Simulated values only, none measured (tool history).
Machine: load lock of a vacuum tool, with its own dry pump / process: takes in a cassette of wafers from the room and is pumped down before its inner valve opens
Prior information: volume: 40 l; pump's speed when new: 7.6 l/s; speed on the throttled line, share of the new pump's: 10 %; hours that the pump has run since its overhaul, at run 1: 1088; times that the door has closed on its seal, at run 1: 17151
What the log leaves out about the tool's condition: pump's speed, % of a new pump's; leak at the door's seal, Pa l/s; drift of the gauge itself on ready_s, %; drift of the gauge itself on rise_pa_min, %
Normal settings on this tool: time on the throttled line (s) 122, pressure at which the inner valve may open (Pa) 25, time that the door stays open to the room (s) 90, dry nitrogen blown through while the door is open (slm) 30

run	day	time on the throttled line (s)	pressure at which the inner valve may open (Pa)	time that the door stays open to the room (s)	dry nitrogen blown through while the door is open (slm)	hours that the pump has run since its overhaul	times that the door has closed on its seal	incoming humidity of the room's air, %	time from the closed door until the inner valve may open (s)	rise of the pressure with all valves shut (Pa/min)
1	0	122	25	90	30	1088	17151	47.9	154.6	0.128
2	9.033	122	25	90	30	1305	17697	45.4	154.8	0.128
3	22.571	122	25	90	30	1630	18516	45	155.2	0.135
4	36.888	122	25	90	30	1973	19383	44.5	155.1	0.14
5	51.196	122	33	90	30	2317	20249	45.8	153.4	0.157
6	60.662	122	46	90	30	2544	20822	41.1	151.6	0.156
7	76.9	122	25	90	30	2934	21804	44.7	155.3	0.169
8	93.846	122	25	90	30	3340	22830	46.4	155.4	0.181
9	108.662	122	25	90	30	3696	23726	45	155.9	0.182
10	117.996	122	25	90	30	3920	24291	45.7	156.1	0.192
11	134.438	122	25	90	30	4314	25286	48.8	155.9	0.203
12	148.938	122	25	90	30	4662	26163	43.7	155.9	0.21
13	167.488	122	25	90	30	5108	27286	45.5	156.4	0.221
14	182.767	122	25	90	30	5474	28211	44.1	157	0.235
15	191.558	122	25	90	30	5685	28743	46.5	156.7	0.245
16	204.112	122	25	90	30	5987	29502	42.4	157.4	0.257
17	219.642	122	25	90	30	6359	30442	46.3	157.6	0.257
18	230.175	122	25	88	30	6612	31080	42.8	156.6	0.265
19	248.812	63	22	87	30	7059	32207	46.1	105.6	0.277
20	260.729	63	22	87	30	7345	32928	42.5	105.9	0.289
21	277.104	111	18	87	30	7738	33919	44.9	150.2	0.307
22	286.721	111	33	81	30	7969	34501	45.1	146.7	0.305
23	305.229	111	33	81	15	8413	35621	47.5	146.6	0.333
24	321.692	111	43	74	9	8809	36617	45	145.1	0.352
25	338.583	150	43	128	13	9214	37640	48.7	180.6	0.39
26	346.717	150	43	128	13	9409	38132	45.4	179.9	0.391
27	362.583	63	26	90	13	9790	39092	45.8	107.4	0.386
28	374.817	65	26	40	30	10084	39832	45.4	109.2	0.363
29	385.133	65	26	40	30	10331	40457	45.7	109.6	0.373
30	399.733	65	26	40	30	10682	41340	42.7	109.3	0.373
31	407.633	65	26	40	30	10871	41818	43.6	109.5	0.389
32	415.958	122	28	90	27	11071	42322	42.5	158.9	0.414
33	425.217	119	25	52	30	11293	42882	44.6	157.6	0.4
34	432.962	119	48	52	30	11479	43351	43.7	153.7	0.425
# day 444.771: dry pump taken out, an overhauled one fitted
35	448.267	125	48	52	37	84	44262	44.9	153.1	0.429
36	465.521	125	48	52	37	498	45306	44.2	153.2	0.446

Subtracting, for every run, the result it would have given without the tool's unlogged condition from the measured result gives the following. The same run-to-run variation enters both numbers; the gauge's scatter may not:
run	time from the closed door until the inner valve may open (s)	rise of the pressure with all valves shut (Pa/min)
1	+0.8	+0.096
2	+1	+0.103
3	+1.1	+0.108
4	+1.3	+0.116
5	+1.4	+0.125
6	+1.4	+0.131
7	+1.8	+0.139
8	+2	+0.151
9	+2.1	+0.156
10	+2.3	+0.162
11	+2.5	+0.173
12	+2.7	+0.181
13	+2.9	+0.194
14	+3.1	+0.206
15	+3.3	+0.214
16	+3.5	+0.227
17	+3.6	+0.232
18	+3.8	+0.238
19	+4.9	+0.25
20	+5.1	+0.265
21	+4.9	+0.279
22	+4.5	+0.28
23	+4.8	+0.29
24	+4.8	+0.308
25	+4.4	+0.321
26	+4.5	+0.332
27	+6.8	+0.338
28	+7.1	+0.353
29	+7.3	+0.355
30	+7.4	+0.366
31	+7.7	+0.378
32	+6.5	+0.391
33	+6.8	+0.389
34	+6.1	+0.403
35	+0.4	+0.414
36	+0.6	+0.43
